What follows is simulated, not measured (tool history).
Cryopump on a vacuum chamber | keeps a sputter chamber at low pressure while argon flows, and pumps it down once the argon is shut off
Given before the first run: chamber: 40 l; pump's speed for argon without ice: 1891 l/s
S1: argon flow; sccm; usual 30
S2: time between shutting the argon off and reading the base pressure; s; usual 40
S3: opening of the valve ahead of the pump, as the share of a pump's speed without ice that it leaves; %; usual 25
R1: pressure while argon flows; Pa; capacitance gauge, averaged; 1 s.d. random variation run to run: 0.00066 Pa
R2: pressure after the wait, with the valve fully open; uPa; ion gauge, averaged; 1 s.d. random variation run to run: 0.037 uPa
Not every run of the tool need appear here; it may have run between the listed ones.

run    hour  S1   S2  S3      R1    R2
  1     0.0  30   40  25  0.1103  2.15
  2    48.9  30   40  25  0.1104  2.12
  3   123.1  30   40  25  0.1118  2.25
  4   173.6  30  148  25  0.1124  0.85
  5   247.6  30   40  24  0.1178  2.30
  6   335.4  30   40  25  0.1144  2.30
  7   415.1  30   40  25  0.1149  2.39
  8   491.0  30   40  25  0.1153  2.50
  9   583.9  30   40  19  0.1495  2.58
      645.7  -- pump warmed up, emptied and cooled again
 10   676.9  30   40  25  0.1082  2.49
 11   765.5  30   40  25  0.1080  2.47
 12   807.6  30   25  25  0.1086  3.62
 13   882.1  30   25  25  0.1087  3.71
 14   952.6  30   25  25  0.1096  3.72
 15  1002.1  30   25  25  0.1109  3.79
 16  1077.7  30   40  25  0.1111  2.68
 17  1139.6  30   28  25  0.1111  3.46
 18  1218.0  52   28  25  0.1917  3.68
 19  1288.5  35   69  25  0.1323  2.09
 20  1357.7  35   48  18  0.1793  2.60
 21  1422.3  12   40  25  0.0453  3.04
 22  1480.0  24   33  20  0.1131  3.52
 23  1521.0  24   33  20  0.1130  3.55
 24  1583.7  30  128  49  0.0629  1.92
 25  1666.9  20   31  49  0.0418  3.77
 26  1717.9  20   31  49  0.0434  3.92
 27  1795.0  20  249  49  0.0431  1.84
     1812.8  -- pump warmed up, emptied and cooled again
 28  1883.6  30  104  27  0.1004  1.96
 29  1948.8  30  104  27  0.1008  1.99
 30  2040.8  41   64  46  0.0819  2.58
 31  2085.0  28   29  17  0.1488  4.00
 32  2135.5  28   29  17  0.1492  3.96
 33  2210.6  28   29  17  0.1493  4.21
 34  2292.8  28   33  17  0.1521  3.78

Difference, measured minus no-hidden-state, one row per run. Run-to-run variation is common to both terms; the gauge's own scatter need not be:
What the log doesn't record here: pump's speed, % of a pump's without ice; cold plate's temperature, K; leak into the chamber, uPa l/s; drift of the gauge itself on working_pa, %; drift of the gauge itself on base_upa, %.
run       R1     R2
  1  +0.0039  +0.07
  2  +0.0043  +0.10
  3  +0.0050  +0.16
  4  +0.0055  +0.19
  5  +0.0060  +0.24
  6  +0.0069  +0.31
  7  +0.0076  +0.36
  8  +0.0084  +0.43
  9  +0.0092  +0.51
 10  +0.0009  +0.40
 11  +0.0014  +0.45
 12  +0.0016  +0.48
 13  +0.0022  +0.54
 14  +0.0028  +0.59
 15  +0.0031  +0.63
 16  +0.0037  +0.68
 17  +0.0042  +0.71
 18  +0.0083  +0.81
 19  +0.0064  +0.85
 20  +0.0071  +0.91
 21  +0.0026  +0.98
 22  +0.0058  +1.04
 23  +0.0061  +1.08
 24  +0.0083  +1.17
 25  +0.0060  +1.20
 26  +0.0065  +1.30
 27  +0.0070  +1.39
 28  +0.0014  +1.06
 29  +0.0018  +1.10
 30  +0.0034  +1.19
 31  +0.0026  +1.22
 32  +0.0030  +1.24
 33  +0.0035  +1.36
 34  +0.0041  +1.37
